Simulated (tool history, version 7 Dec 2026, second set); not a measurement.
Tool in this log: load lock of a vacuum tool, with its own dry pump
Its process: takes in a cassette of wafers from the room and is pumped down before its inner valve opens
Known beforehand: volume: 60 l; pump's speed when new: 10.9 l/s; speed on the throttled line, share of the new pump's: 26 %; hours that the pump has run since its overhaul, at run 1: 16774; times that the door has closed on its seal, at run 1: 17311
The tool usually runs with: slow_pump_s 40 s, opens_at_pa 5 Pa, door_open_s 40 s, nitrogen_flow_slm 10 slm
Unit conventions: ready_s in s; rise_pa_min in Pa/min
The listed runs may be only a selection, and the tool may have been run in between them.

run,hour,slow_pump_s,opens_at_pa,door_open_s,nitrogen_flow_slm,hours that the pump has run since its overhaul,times that the door has closed on its seal,"incoming humidity of the room's air, %",ready_s,rise_pa_min
1,0.0,40,5,40,10,16774,17311,45.7,89.9,0.079
2,268.7,40,5,40,10,17043,17768,44.8,89.6,0.078
3,431.5,40,5,40,10,17206,18046,47.0,89.4,0.077
4,615.0,40,5,40,19,17389,18358,45.9,89.0,0.076
5,873.1,40,5,40,19,17648,18798,45.2,89.9,0.071
6,1041.8,40,5,40,35,17816,19086,47.2,89.3,0.070
7,1336.6,40,9,40,35,18111,19588,42.3,86.1,0.070
8,1526.2,40,9,40,35,18301,19911,44.3,86.2,0.065
9,1794.9,31,5,40,10,18569,20369,45.2,82.7,0.084
10,2001.1,40,5,53,10,18776,20720,45.3,90.2,0.092
11,2217.6,40,5,53,10,18992,21089,49.4,91.2,0.098
12,2363.7,40,5,53,10,19138,21337,45.3,90.3,0.094
13,2582.1,40,5,28,10,19357,21710,43.1,90.4,0.084
14,2819.9,40,6,34,10,19594,22115,46.9,89.2,0.085
15,3096.7,40,8,109,10,19871,22586,40.0,87.6,0.103
16,3248.1,40,8,66,10,20023,22844,41.5,88.0,0.093
17,3409.9,40,8,66,26,20184,23120,43.4,87.6,0.091
18,3702.1,62,5,40,10,20477,23618,41.3,106.2,0.084

What if the next run were any one of these 3? Each begins from the tool's condition after run 18:
A,3841.8,34,5,37,10,20616,23856,41.6,?,?
B,3841.8,40,6,104,10,20616,23856,46.2,?,?
C,3841.8,48,5,219,14,20616,23856,45.2,?,?

run,ready_s,rise_pa_min
A,87.0,0.088
B,89.8,0.115
C,96.5,0.129
Without the tool's unlogged condition, the same runs would have read:
run,ready_s,rise_pa_min
A,81.0,0.039
B,84.1,0.066
C,90.9,0.080
